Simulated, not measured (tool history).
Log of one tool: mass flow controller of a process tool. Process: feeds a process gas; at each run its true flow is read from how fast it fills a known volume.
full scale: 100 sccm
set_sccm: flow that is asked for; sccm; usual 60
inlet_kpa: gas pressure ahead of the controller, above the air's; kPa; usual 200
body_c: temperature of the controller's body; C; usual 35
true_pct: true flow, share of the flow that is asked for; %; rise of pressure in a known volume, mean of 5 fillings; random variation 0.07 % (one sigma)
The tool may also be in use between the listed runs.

| run | day | set_sccm | inlet_kpa | body_c | true_pct |
|---|---|---|---|---|---|
| 1 | 0 | 60 | 200 | 35 | 98.02 |
| 2 | 6.133 | 60 | 200 | 35 | 98.23 |
| 3 | 14.308 | 60 | 200 | 35 | 98.41 |
| 4 | 19.771 | 60 | 200 | 40 | 97.97 |
| 5 | 24.183 | 60 | 200 | 32 | 98.71 |
| 6 | 31.071 | 60 | 200 | 31 | 98.96 |
| 7 | 41.679 | 60 | 200 | 31 | 99.08 |
| 8 | 48.112 | 60 | 151 | 31 | 99.18 |
| 9 | 57.354 | 60 | 151 | 31 | 99.46 |
| 10 | 63.771 | 60 | 151 | 31 | 99.39 |
| 11 | 72.533 | 60 | 151 | 31 | 99.46 |
| 12 | 77.142 | 60 | 200 | 35 | 99.34 |
| 13 | 87.946 | 13 | 200 | 32 | 98.63 |
|  | 94.292 | gauge calibrated |
| 14 | 95.833 | 13 | 200 | 32 | 97.34 |
| 15 | 106.138 | 13 | 200 | 32 | 97.4 |
| 16 | 115.121 | 57 | 264 | 35 | 98.46 |
| 17 | 120.004 | 57 | 264 | 35 | 98.49 |
| 18 | 124.35 | 14 | 252 | 35 | 97.47 |
| 19 | 133.925 | 28 | 200 | 22 | 99.15 |
| 20 | 139.488 | 48 | 144 | 34 | 98.59 |
| 21 | 146.954 | 12 | 195 | 29 | 98.26 |
| 22 | 151.5 | 95 | 188 | 35 | 100.04 |
| 23 | 159.412 | 95 | 188 | 35 | 100.02 |

Forecast each of these 4 alternatives for the next run:
| A | 164.95 | 23 | 192 | 20 | ? |
| B | 164.95 | 60 | 240 | 35 | ? |
| C | 164.95 | 60 | 222 | 21 | ? |
| D | 164.95 | 60 | 142 | 37 | ? |

| run | true_pct |
|---|---|
| A | 99.7 |
| B | 99.31 |
| C | 100.67 |
| D | 98.99 |
Without the tool's hidden state the same runs would have given:
| run | true_pct |
|---|---|
| A | 98.52 |
| B | 98.14 |
| C | 99.48 |
| D | 97.82 |
